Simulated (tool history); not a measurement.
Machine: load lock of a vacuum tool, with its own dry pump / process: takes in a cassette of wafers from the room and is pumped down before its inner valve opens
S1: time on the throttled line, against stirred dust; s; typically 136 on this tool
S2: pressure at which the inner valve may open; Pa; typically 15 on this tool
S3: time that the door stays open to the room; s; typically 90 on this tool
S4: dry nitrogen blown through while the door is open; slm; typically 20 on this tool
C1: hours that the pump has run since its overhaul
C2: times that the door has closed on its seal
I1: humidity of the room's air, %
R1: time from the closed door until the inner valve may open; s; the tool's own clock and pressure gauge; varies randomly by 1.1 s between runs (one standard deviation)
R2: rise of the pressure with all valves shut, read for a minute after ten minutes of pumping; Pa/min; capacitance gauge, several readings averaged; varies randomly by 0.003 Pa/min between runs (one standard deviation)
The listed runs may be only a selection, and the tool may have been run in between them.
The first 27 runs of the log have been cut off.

run      day   S1  S2   S3  S4    C1    C2    I1     R1     R2
 28   87.925  144  15   80  22   839  6200  46.8  247.6  0.035
 29   90.396  144  15   80  22   898  6296  42.7    248  0.032
 30   93.958  136  22   64  11   984  6434    49  235.7   0.04
 31   96.008  136  22   64  11  1033  6513  47.1  236.2  0.041
 32   98.671   83  30  123   9  1097  6616  43.1  187.3  0.047
 33  100.717   83  30  123   9  1146  6695  47.2  186.4  0.052
 34  105.358  207  12  115  28  1257  6874  43.5  306.2   0.04
 35  108.583  207  13   34   7  1335  6999  43.8  304.3  0.042
 36   112.65  207  13   34   7  1432  7156  40.8  303.9  0.043
 37  116.204  264  13   34   7  1518  7294  45.1  349.6  0.035

Predict each of these 4 candidate next runs independently; none follows another, all start after run 37:
  A  118.729  136  15   90  12  1578  7391  43.9   ?   ?
  B  118.729  123  13   68   7  1578  7391  45.7   ?   ?
  C  118.729   70  10   34  13  1578  7391  43.4   ?   ?
  D  118.729  167  21  210   7  1578  7391  42.9   ?   ?

run     R1     R2
  A  240.3  0.048
  B  232.6  0.045
  C  193.1  0.037
  D  263.7  0.068
Had the tool no hidden state, the same runs would have come out as:
run     R1     R2
  A  238.6  0.019
  B  231.1  0.016
  C  191.4  0.008
  D  262.3  0.038

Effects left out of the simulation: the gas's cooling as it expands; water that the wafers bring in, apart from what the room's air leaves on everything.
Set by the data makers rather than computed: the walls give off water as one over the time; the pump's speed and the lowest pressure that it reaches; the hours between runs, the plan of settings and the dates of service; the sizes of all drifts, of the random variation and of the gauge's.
